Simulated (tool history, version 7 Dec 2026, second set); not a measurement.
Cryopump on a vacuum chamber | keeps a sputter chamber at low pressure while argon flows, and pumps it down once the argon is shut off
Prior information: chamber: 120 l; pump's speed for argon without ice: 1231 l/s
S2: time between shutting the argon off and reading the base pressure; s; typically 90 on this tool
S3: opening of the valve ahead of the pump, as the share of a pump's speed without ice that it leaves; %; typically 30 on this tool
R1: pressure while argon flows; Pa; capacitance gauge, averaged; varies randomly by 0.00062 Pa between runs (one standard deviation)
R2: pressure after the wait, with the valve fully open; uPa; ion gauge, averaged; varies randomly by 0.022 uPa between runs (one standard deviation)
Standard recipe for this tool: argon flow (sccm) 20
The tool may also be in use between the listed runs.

{"run": 1, "day": 0.0, "argon flow (sccm)": 20, "S2": 90, "S3": 30, "R1": 0.0953, "R2": 1.02}
{"run": 2, "day": 1.45, "argon flow (sccm)": 20, "S2": 90, "S3": 30, "R1": 0.0951, "R2": 1.04}
{"run": 3, "day": 2.362, "argon flow (sccm)": 20, "S2": 90, "S3": 30, "R1": 0.098, "R2": 1.04}
{"run": 4, "day": 3.942, "argon flow (sccm)": 20, "S2": 90, "S3": 18, "R1": 0.1583, "R2": 1.09}
{"run": 5, "day": 4.933, "argon flow (sccm)": 20, "S2": 90, "S3": 18, "R1": 0.1594, "R2": 1.11}
{"run": 6, "day": 5.942, "argon flow (sccm)": 20, "S2": 90, "S3": 18, "R1": 0.1583, "R2": 1.15}
{"run": 7, "day": 7.346, "argon flow (sccm)": 20, "S2": 90, "S3": 18, "R1": 0.1591, "R2": 1.19}
{"run": 8, "day": 8.096, "argon flow (sccm)": 20, "S2": 90, "S3": 18, "R1": 0.1598, "R2": 1.26}
{"run": 9, "day": 9.192, "argon flow (sccm)": 20, "S2": 90, "S3": 18, "R1": 0.1598, "R2": 1.31}
{"run": 10, "day": 10.667, "argon flow (sccm)": 20, "S2": 90, "S3": 18, "R1": 0.1609, "R2": 1.34}
{"run": 11, "day": 11.367, "argon flow (sccm)": 20, "S2": 90, "S3": 30, "R1": 0.1, "R2": 1.36}
{"run": 12, "day": 12.338, "argon flow (sccm)": 20, "S2": 90, "S3": 43, "R1": 0.0733, "R2": 1.35}
{"run": 13, "day": 13.362, "argon flow (sccm)": 20, "S2": 90, "S3": 30, "R1": 0.1009, "R2": 1.47}
{"run": 14, "day": 15.004, "argon flow (sccm)": 20, "S2": 90, "S3": 30, "R1": 0.1016, "R2": 1.53}
{"day": 15.575, "done": "pump warmed up, emptied and cooled again"}
{"run": 15, "day": 16.771, "argon flow (sccm)": 20, "S2": 90, "S3": 30, "R1": 0.0921, "R2": 1.26}
{"run": 16, "day": 17.525, "argon flow (sccm)": 20, "S2": 90, "S3": 30, "R1": 0.0916, "R2": 1.32}
{"run": 17, "day": 18.529, "argon flow (sccm)": 20, "S2": 90, "S3": 30, "R1": 0.0924, "R2": 1.29}

The next listed run, before its measurement:
{"run": 18, "day": 20.129, "argon flow (sccm)": 20, "S2": 90, "S3": 30, "R1": "?", "R2": "?"}

R1: 0.0932 Pa
R2: 1.32 uPa
Without the tool's hidden state the same run would have given R1 0.0920 Pa, R2 0.57 uPa.
